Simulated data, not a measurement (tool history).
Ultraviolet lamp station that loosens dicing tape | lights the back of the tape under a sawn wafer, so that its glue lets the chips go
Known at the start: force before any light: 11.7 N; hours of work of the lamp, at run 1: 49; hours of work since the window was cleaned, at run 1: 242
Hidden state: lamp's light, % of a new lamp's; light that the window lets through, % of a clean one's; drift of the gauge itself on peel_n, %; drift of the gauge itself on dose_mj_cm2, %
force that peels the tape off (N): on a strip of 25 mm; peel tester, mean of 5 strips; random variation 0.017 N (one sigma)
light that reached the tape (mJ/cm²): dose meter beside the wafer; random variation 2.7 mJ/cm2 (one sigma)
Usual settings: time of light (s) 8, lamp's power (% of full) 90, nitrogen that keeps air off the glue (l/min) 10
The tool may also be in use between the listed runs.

run	hour	time of light (s)	lamp's power (% of full)	nitrogen that keeps air off the glue (l/min)	hours of work of the lamp	hours of work since the window was cleaned	force that peels the tape off (N)	light that reached the tape (mJ/cm²)
1	0	8	90	10	49	242	0.91	338
2	6.8	8	75	10	54	247	1.376	276
3	11.8	8	64	10	58	251	1.854	237
4	17.7	8	64	10	62	255	1.815	239
5	24.6	5	90	10	67	260	2.303	206
6	35.5	5	90	10	75	268	2.246	211
7	46	5	90	10	83	276	2.273	207
8	56.6	8	90	10	91	283	0.955	333
9	64	8	90	10	96	289	1.003	338
10	75.2	8	90	10	105	297	0.939	328
11	81.9	15	90	10	109	302	0.28	616
12	93	8	90	10	118	310	0.963	325
13	98.9	8	90	10	122	314	0.992	329
14	108.3	8	91	10	129	321	1.004	328
15	118.3	8	90	10	136	329	1.029	328
16	123	16	74	11	140	332	0.316	537
17	129.6	8	91	3	144	337	2.546	327
18	139	8	99	3	151	344	2.229	354
19	144.8	8	90	7	156	348	1.342	324
20	152.3	8	90	7	161	354	1.382	322
21	162.7	7	69	5	169	361	3.33	215
22	172.3	10	98	10	176	368	0.501	437
23	178.3	8	75	5	180	373	2.54	260
24	185.5	8	75	5	185	378	2.506	264
25	191.4	4	75	5	190	382	5.413	135
26	201.1	6	89	10	197	389	1.786	236
27	209.8	11	90	10	203	396	0.529	439
28	216.1	6	89	13	208	400	1.486	234
29	221.7	6	76	10	212	405	2.411	197

Hidden state or all else? Some run-to-run changes of force that peels the tape off (N), split into what the settings, what came in and random variation would give without the hidden state, and what is left for the hidden state (with any gauge scatter that isn't in both results):
Run 16 -> 17: time of light (s) 16 -> 8, lamp's power (% of full) 74 -> 91, nitrogen that keeps air off the glue (l/min) 11 -> 3. force that peels the tape off (N) +2.23: hidden state +0.289, all else +1.941.
Run 21 -> 22: time of light (s) 7 -> 10, lamp's power (% of full) 69 -> 98, nitrogen that keeps air off the glue (l/min) 5 -> 10. force that peels the tape off (N) -2.829: hidden state -0.306, all else -2.523.
Run 24 -> 25: time of light (s) 8 -> 4. force that peels the tape off (N) +2.907: hidden state +0.075, all else +2.832.
Run 25 -> 26: time of light (s) 4 -> 6, lamp's power (% of full) 75 -> 89, nitrogen that keeps air off the glue (l/min) 5 -> 10. force that peels the tape off (N) -3.627: hidden state -0.136, all else -3.491.
